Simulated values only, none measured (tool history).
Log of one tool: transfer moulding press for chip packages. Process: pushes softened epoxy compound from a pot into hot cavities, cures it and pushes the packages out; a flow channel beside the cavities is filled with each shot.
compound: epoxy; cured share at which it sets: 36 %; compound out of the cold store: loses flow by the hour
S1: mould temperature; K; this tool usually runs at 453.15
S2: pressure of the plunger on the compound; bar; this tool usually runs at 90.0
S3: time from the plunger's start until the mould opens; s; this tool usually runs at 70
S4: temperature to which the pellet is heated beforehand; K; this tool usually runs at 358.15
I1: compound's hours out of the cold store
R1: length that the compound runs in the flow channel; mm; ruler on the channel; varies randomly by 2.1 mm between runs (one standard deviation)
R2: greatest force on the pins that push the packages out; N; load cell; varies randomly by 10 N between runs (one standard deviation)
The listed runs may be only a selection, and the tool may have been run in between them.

run,hour,S1,S2,S3,S4,I1,R1,R2
1,0.0,453.15,90.0,70,358.15,23.2,842,852
2,14.1,453.15,90.0,70,358.15,32.5,809,836
3,28.0,453.15,90.0,70,358.15,19.4,849,934
4,40.1,453.15,77.2,70,358.15,17.1,790,957
5,55.9,460.15,77.2,70,358.15,46.0,704,692
# hour 58.5: cavities cleaned with cleaning compound and waxed
6,69.4,453.15,90.0,70,358.15,24.2,829,1123
7,80.8,453.15,90.0,81,358.15,32.9,804,820
8,90.3,453.15,90.0,81,358.15,26.8,816,800
# hour 98.0: plunger's sealing rings changed
9,107.4,453.15,90.0,81,358.15,23.8,866,790
10,121.9,453.15,90.0,54,358.15,8.2,916,2083
# hour 137.9: cavities cleaned with cleaning compound and waxed, once more
11,138.0,453.15,79.8,70,358.15,17.1,830,466
12,148.4,453.15,79.8,70,358.15,27.1,799,589
13,159.9,453.15,90.0,82,358.15,11.0,896,545
14,172.9,453.15,90.0,82,358.15,9.5,904,611
15,187.3,453.15,90.0,70,358.15,27.8,847,887
16,200.5,453.15,90.0,70,358.15,29.6,832,930
17,213.8,453.15,90.0,70,358.15,9.9,895,1007
18,227.3,453.15,101.3,70,358.15,11.2,943,1024
# hour 232.8: cavities cleaned with cleaning compound and waxed
19,236.0,453.15,90.0,70,363.15,16.9,875,536
20,243.3,449.15,103.0,81,363.15,24.2,909,578
21,253.6,452.15,72.8,70,354.15,31.0,745,758
22,262.2,452.15,72.8,70,354.15,19.2,773,867
23,277.2,451.15,83.6,70,358.15,30.9,794,958
24,289.2,449.15,107.0,60,358.15,22.0,933,1702
25,300.1,449.15,107.0,60,358.15,31.6,901,1729
26,312.1,451.15,89.3,104,349.15,37.2,803,617
# hour 327.1: cavities cleaned with cleaning compound and waxed
27,327.8,453.15,75.5,82,358.15,28.0,759,354
28,334.7,454.15,75.5,82,353.15,17.8,784,402
29,343.9,454.15,75.5,82,353.15,14.6,790,492

Consider 3 possible next runs. They are alternatives, not a sequence: every one starts from the tool as it was left by run 29. What does each give?
A,359.1,449.15,86.8,98,353.15,36.3,?,?
B,359.1,447.15,90.0,57,364.15,37.6,?,?
C,359.1,448.15,71.1,70,358.15,15.2,?,?

run,R1,R2
A,790,548
B,806,1624
C,770,1155
With the hidden condition removed and each run's random variation left untouched, the same runs would have given:
run,R1,R2
A,821,319
B,838,950
C,800,673
